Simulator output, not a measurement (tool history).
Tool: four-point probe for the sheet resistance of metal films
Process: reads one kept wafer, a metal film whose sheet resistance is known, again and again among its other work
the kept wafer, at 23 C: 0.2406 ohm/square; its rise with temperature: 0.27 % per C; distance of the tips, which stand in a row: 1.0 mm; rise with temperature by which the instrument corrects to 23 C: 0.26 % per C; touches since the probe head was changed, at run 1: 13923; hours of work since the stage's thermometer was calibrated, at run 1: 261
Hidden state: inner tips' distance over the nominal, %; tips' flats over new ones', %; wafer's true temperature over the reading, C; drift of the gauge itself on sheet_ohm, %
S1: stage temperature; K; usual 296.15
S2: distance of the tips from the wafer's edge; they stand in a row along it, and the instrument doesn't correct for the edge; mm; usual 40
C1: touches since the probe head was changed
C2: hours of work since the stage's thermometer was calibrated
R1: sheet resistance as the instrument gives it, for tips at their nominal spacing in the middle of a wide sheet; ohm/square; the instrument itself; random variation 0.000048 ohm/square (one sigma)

run	hour	S1	S2	C1	C2	R1
1	0	296.15	40	13923	261	0.240799
2	7.6	296.15	40	14413	267	0.240732
3	25.5	296.15	40	15560	281	0.240623
4	37.4	296.15	40	16322	290	0.240689
5	48.6	296.15	40	17044	299	0.240575
6	63.4	296.15	40	17993	310	0.240602
7	76.3	308.15	40	18820	320	0.24096
8	91	294.15	40	19763	331	0.240667
9	102.8	294.15	40	20521	340	0.240683
10	116.8	294.15	40	21424	351	0.240631
11	129.9	294.15	40	22266	361	0.240616
12	146.6	294.15	40	23338	374	0.240637
13	158.6	294.15	13	24103	383	0.241271
14	170.9	294.15	13	24895	393	0.241302
15	179.6	296.15	40	25457	400	0.240713
16	191.2	296.15	40	26199	409	0.240672
17	201.5	296.15	40	26862	416	0.240732
18	211.5	291.15	40	27506	424	0.24045
19	228.8	291.15	40	28616	438	0.240462
20	238.5	291.15	40	29238	445	0.240483
21	253.6	296.15	40	30204	457	0.240754
22	264.4	296.15	40	30901	465	0.240648
23	272.8	296.15	3	31441	471	0.254139
24	285.5	299.15	40	32253	481	0.240854
25	295.9	299.15	8	32925	489	0.242672
26	305.7	293.15	9	33549	497	0.242103
27	323.2	293.15	24	34676	510	0.240686
28	340.6	292.15	24	35793	524	0.240684
29	349.2	292.15	24	36348	530	0.240691
30	358.8	305.15	6	36964	538	0.244472
31	374.2	295.15	4	37952	549	0.248397
32	382.8	302.15	69	38501	556	0.240849
33	397.9	294.15	31	39471	568	0.240751
34	412.7	307.15	7	40426	579	0.243533
35	429.9	303.15	13	41528	592	0.241556
36	442.7	294.15	56	42347	602	0.240567
37	456.8	301.15	17	43255	613	0.241229
38	465	301.15	17	43780	619	0.241159
39	477.3	301.15	17	44570	629	0.2411
40	485.3	291.15	40	45085	635	0.240461
41	493.4	291.15	40	45602	641	0.240576
42	504	298.15	69	46282	649	0.240635
43	514.2	294.15	10	46941	657	0.241829
44	531.5	291.15	52	48048	670	0.240482
45	539.7	291.15	52	48575	677	0.240581
46	555.4	302.15	15	49584	689	0.241312

3 ways to go on from here, each from the tool as it stands after run 46. What would each give?
A	564.8	300.15	27	50188	696	?
B	564.8	292.15	15	50188	696	?
C	564.8	293.15	15	50188	696	?

run	R1
A	0.240922
B	0.241064
C	0.241097
Without the tool's hidden state the same runs would have given:
run	R1
A	0.240921
B	0.241063
C	0.241096
